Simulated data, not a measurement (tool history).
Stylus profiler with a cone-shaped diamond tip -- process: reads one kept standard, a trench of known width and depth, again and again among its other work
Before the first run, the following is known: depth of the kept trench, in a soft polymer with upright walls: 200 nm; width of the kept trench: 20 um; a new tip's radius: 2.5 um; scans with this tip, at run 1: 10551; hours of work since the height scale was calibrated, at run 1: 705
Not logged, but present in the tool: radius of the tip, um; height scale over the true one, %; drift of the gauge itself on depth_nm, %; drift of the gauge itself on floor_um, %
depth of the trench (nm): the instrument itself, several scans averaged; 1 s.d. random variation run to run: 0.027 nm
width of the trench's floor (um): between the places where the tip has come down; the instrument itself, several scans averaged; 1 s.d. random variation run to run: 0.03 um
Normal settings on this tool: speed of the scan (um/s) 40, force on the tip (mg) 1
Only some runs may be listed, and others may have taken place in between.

run	day	speed of the scan (um/s)	force on the tip (mg)	scans with this tip	hours of work since the height scale was calibrated	depth of the trench (nm)	width of the trench's floor (um)
1	0	40	1	10551	705	201.21	17.77
2	3.6	40	1	10867	754	201.14	17.72
3	7.438	40	1	11204	806	201.18	17.74
4	9.917	40	1	11421	839	201.21	17.76
# day 10.683: height scale calibrated on a step standard
5	14.75	40	1	11844	55	201.16	17.73
6	18.221	40	1	12149	102	201.2	17.74
7	22.538	40	0.63	12528	161	200.9	17.68
8	27.179	40	1	12936	223	201.17	17.74
9	29.738	40	1	13160	258	201.19	17.75
10	33.858	40	1	13522	314	201.21	17.71
11	36.1	40	1	13719	344	201.16	17.71
12	38.933	36	2.23	13968	383	201.99	17.77
13	41.858	36	2.23	14225	422	202.01	17.79
14	44.088	59	2.61	14420	452	202.22	17.74
15	46.917	59	2.61	14669	491	202.22	17.78
16	51.925	28	2.29	15109	559	202.06	17.84
17	54.45	11	1.41	15330	593	201.51	17.89
# day 54.979: new tip fitted, height scale calibrated
18	57.788	32	0.44	246	38	200.69	17.72
19	61.408	32	0.44	564	87	200.66	17.7

For each entry between runs, how does the tool's hidden state at the last listed run before it compare with that at the first listed run after it?
After run 4, before run 5: height scale calibrated on a step standard (day 10.683)
  height scale over the true one, %: 0.007 -> 0
  difference, measured minus the result without the unlogged condition, width of the trench's floor (um): -0.03 -> -0.03
After run 17, before run 18: new tip fitted, height scale calibrated (day 54.979)
  radius of the tip, um: 2.59 -> 2.5; height scale over the true one, %: 0.004 -> -0.001
  difference, measured minus the result without the unlogged condition, width of the trench's floor (um): -0.04 -> +0

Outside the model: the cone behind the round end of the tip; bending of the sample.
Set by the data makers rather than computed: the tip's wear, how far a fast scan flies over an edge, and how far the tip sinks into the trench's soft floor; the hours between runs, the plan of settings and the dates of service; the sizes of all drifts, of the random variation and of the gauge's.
